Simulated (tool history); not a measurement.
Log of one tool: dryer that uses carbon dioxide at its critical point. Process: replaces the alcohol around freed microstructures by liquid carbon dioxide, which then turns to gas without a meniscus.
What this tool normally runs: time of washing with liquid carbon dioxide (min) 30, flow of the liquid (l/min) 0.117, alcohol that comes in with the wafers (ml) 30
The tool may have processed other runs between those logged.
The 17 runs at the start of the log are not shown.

run	hour	time of washing with liquid carbon dioxide (min)	flow of the liquid (l/min)	alcohol that comes in with the wafers (ml)	alcohol left in the vessel before it's heated (ppm by volume)
18	201.6	30	0.117	38	498
19	212.9	30	0.117	38	479
20	225.1	30	0.117	48	647
21	233.0	30	0.117	45	629
22	246.6	30	0.117	45	623
23	256.0	30	0.117	45	647
24	272.0	30	0.117	45	687
25	282.5	41	0.095	21	215
# hour 287.2: inlet filter changed
26	290.7	41	0.095	21	90
27	300.0	29	0.130	30	141
28	309.0	36	0.117	90	179
29	321.2	36	0.175	90	46
30	332.3	28	0.135	90	345
31	348.0	20	0.197	35	130
32	363.7	20	0.197	35	132
33	373.6	28	0.197	84	52
34	383.7	28	0.112	20	269
35	397.1	30	0.072	49	2890
36	413.6	30	0.175	46	67
37	429.2	21	0.199	30	106
38	437.2	48	0.084	33	136

What does the tool deliver on the next run?
39	451.3	48	0.090	113	?

alcohol left in the vessel before it's heated (ppm by volume): 268
Without the tool's hidden state the same run would have given alcohol left in the vessel before it's heated (ppm by volume) 148.

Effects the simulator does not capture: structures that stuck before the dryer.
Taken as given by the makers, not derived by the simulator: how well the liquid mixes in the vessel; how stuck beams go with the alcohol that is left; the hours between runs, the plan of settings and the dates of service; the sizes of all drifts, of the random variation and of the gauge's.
